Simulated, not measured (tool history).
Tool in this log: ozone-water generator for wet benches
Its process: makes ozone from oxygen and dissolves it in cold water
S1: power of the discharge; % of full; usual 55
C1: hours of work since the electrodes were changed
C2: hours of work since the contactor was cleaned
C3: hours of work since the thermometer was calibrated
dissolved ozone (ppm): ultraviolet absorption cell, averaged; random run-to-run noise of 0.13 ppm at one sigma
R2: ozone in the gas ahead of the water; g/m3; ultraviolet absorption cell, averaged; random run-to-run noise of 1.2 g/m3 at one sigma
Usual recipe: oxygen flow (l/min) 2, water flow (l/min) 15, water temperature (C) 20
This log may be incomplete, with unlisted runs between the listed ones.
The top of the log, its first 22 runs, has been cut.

run 23 hour=2735.4 | S1=55 oxygen_flow_(l/min)=2 water_flow_(l/min)=15 water_temperature_(C)=25 | C1=6370 C2=2554 C3=1211 | dissolved_ozone_(ppm)=11.5 R2=177.2
run 24 hour=2816.6 | S1=55 oxygen_flow_(l/min)=2 water_flow_(l/min)=15 water_temperature_(C)=25 | C1=6424 C2=2608 C3=1265 | dissolved_ozone_(ppm)=11.3 R2=173.6
run 25 hour=2935.7 | S1=82 oxygen_flow_(l/min)=2.63 water_flow_(l/min)=23 water_temperature_(C)=25 | C1=6503 C2=2687 C3=1344 | dissolved_ozone_(ppm)=11.5 R2=210.9
run 26 hour=3087.8 | S1=80 oxygen_flow_(l/min)=2 water_flow_(l/min)=15 water_temperature_(C)=20 | C1=6605 C2=2789 C3=1445 | dissolved_ozone_(ppm)=16.1 R2=230.2
run 27 hour=3245.7 | S1=76 oxygen_flow_(l/min)=2.14 water_flow_(l/min)=15 water_temperature_(C)=12 | C1=6709 C2=2893 C3=1550 | dissolved_ozone_(ppm)=16.6 R2=215
run 28 hour=3429.4 | S1=51 oxygen_flow_(l/min)=2 water_flow_(l/min)=23 water_temperature_(C)=20 | C1=6831 C2=3015 C3=1672 | dissolved_ozone_(ppm)=7.8 R2=162.7
run 29 hour=3519 | S1=51 oxygen_flow_(l/min)=2 water_flow_(l/min)=11 water_temperature_(C)=22 | C1=6891 C2=3075 C3=1731 | dissolved_ozone_(ppm)=14 R2=164.9
run 30 hour=3623.3 | S1=74 oxygen_flow_(l/min)=2 water_flow_(l/min)=11 water_temperature_(C)=12 | C1=6960 C2=3144 C3=1801 | dissolved_ozone_(ppm)=20.9 R2=214.4
run 31 hour=3756.8 | S1=74 oxygen_flow_(l/min)=2 water_flow_(l/min)=11 water_temperature_(C)=12 | C1=7049 C2=3233 C3=1889 | dissolved_ozone_(ppm)=20.1 R2=213
run 32 hour=3896.6 | S1=74 oxygen_flow_(l/min)=2 water_flow_(l/min)=11 water_temperature_(C)=12 | C1=7142 C2=3326 C3=1982 | dissolved_ozone_(ppm)=20.3 R2=213.1

Branching from run 32: 3 alternative next runs. What would each branch give?
run A hour=4009.7 | S1=55 oxygen_flow_(l/min)=2.88 water_flow_(l/min)=15 water_temperature_(C)=12 | C1=7217 C2=3401 C3=2058 | dissolved_ozone_(ppm)=? R2=?
run B hour=4009.7 | S1=57 oxygen_flow_(l/min)=2 water_flow_(l/min)=18 water_temperature_(C)=20 | C1=7217 C2=3401 C3=2058 | dissolved_ozone_(ppm)=? R2=?
run C hour=4009.7 | S1=41 oxygen_flow_(l/min)=2 water_flow_(l/min)=11 water_temperature_(C)=12 | C1=7217 C2=3401 C3=2058 | dissolved_ozone_(ppm)=? R2=?

run=A dissolved_ozone_(ppm)=14.2 R2=147.2
run=B dissolved_ozone_(ppm)=10.2 R2=176.7
run=C dissolved_ozone_(ppm)=13.5 R2=139.1
Had the tool no hidden state, the same runs would have come out as:
run=A dissolved_ozone_(ppm)=17.9 R2=178.5
run=B dissolved_ozone_(ppm)=13 R2=215.7
run=C dissolved_ozone_(ppm)=16 R2=159.3

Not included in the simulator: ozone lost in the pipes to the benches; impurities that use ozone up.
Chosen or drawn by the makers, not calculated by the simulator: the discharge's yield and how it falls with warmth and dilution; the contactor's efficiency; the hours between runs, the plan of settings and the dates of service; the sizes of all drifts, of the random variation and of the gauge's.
